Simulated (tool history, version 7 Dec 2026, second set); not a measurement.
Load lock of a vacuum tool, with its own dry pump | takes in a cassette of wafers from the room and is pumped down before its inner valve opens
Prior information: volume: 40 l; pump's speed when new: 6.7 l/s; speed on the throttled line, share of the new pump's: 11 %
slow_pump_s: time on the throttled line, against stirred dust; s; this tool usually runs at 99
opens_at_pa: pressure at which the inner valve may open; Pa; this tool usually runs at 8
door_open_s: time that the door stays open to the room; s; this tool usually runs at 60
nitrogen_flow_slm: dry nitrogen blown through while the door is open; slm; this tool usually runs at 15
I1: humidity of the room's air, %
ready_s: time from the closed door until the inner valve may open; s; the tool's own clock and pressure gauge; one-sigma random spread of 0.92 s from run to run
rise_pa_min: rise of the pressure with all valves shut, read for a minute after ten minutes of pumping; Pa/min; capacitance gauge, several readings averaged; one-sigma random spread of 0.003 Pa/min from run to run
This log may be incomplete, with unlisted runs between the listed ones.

Run 1, hour 0.0: usual settings; I1 42.5. Result: ready_s 146.2 s, rise_pa_min 0.035 Pa/min.
Run 2, hour 126.4: usual settings; I1 43.4. Result: ready_s 145.5 s, rise_pa_min 0.027 Pa/min.
Run 3, hour 189.8: usual settings; I1 45.6. Result: ready_s 143.1 s, rise_pa_min 0.034 Pa/min.
Run 4, hour 288.0: usual settings; I1 47.5. Result: ready_s 145.9 s, rise_pa_min 0.039 Pa/min.
Run 5, hour 397.2: usual settings but opens_at_pa 11 Pa; I1 43.8. Result: ready_s 143.4 s, rise_pa_min 0.029 Pa/min.
Run 6, hour 468.5: usual settings but slow_pump_s 83 s; I1 45.9. Result: ready_s 130.2 s, rise_pa_min 0.033 Pa/min.
Run 7, hour 564.0: usual settings but slow_pump_s 83 s; I1 45.1. Result: ready_s 133.2 s, rise_pa_min 0.031 Pa/min.
Run 8, hour 677.1: usual settings but slow_pump_s 108 s; I1 44.8. Result: ready_s 153.4 s, rise_pa_min 0.032 Pa/min.
Run 9, hour 777.3: usual settings but slow_pump_s 108 s; I1 48.0. Result: ready_s 154.2 s, rise_pa_min 0.034 Pa/min.
Run 10, hour 873.5: usual settings but slow_pump_s 108 s; I1 44.0. Result: ready_s 153.2 s, rise_pa_min 0.029 Pa/min.
Run 11, hour 999.6: usual settings; I1 46.7. Result: ready_s 144.9 s, rise_pa_min 0.032 Pa/min.
Run 12, hour 1087.2: usual settings; I1 48.8. Result: ready_s 146.4 s, rise_pa_min 0.034 Pa/min.
Run 13, hour 1155.0: usual settings; I1 47.5. Result: ready_s 146.0 s, rise_pa_min 0.030 Pa/min.
Run 14, hour 1237.2: usual settings but nitrogen_flow_slm 6 slm; I1 44.7. Result: ready_s 146.0 s, rise_pa_min 0.036 Pa/min.
Run 15, hour 1313.5: usual settings; I1 47.4. Result: ready_s 146.3 s, rise_pa_min 0.034 Pa/min.
Run 16, hour 1394.3: usual settings; I1 45.4. Result: ready_s 145.9 s, rise_pa_min 0.033 Pa/min.
Run 17, hour 1450.7: usual settings; I1 44.6. Result: ready_s 146.0 s, rise_pa_min 0.032 Pa/min.
Run 18, hour 1560.0: usual settings; I1 47.6. Result: ready_s 145.6 s, rise_pa_min 0.029 Pa/min.

Run 19, settings as shown, results not yet in. Your forecast:
Run 19, hour 1633.0: usual settings; I1 42.2. Result: ready_s ?, rise_pa_min ?.

ready_s: 145.5 s
rise_pa_min: 0.026 Pa/min
Without the tool's hidden state the same run would have given ready_s 145.5 s, rise_pa_min 0.026 Pa/min.
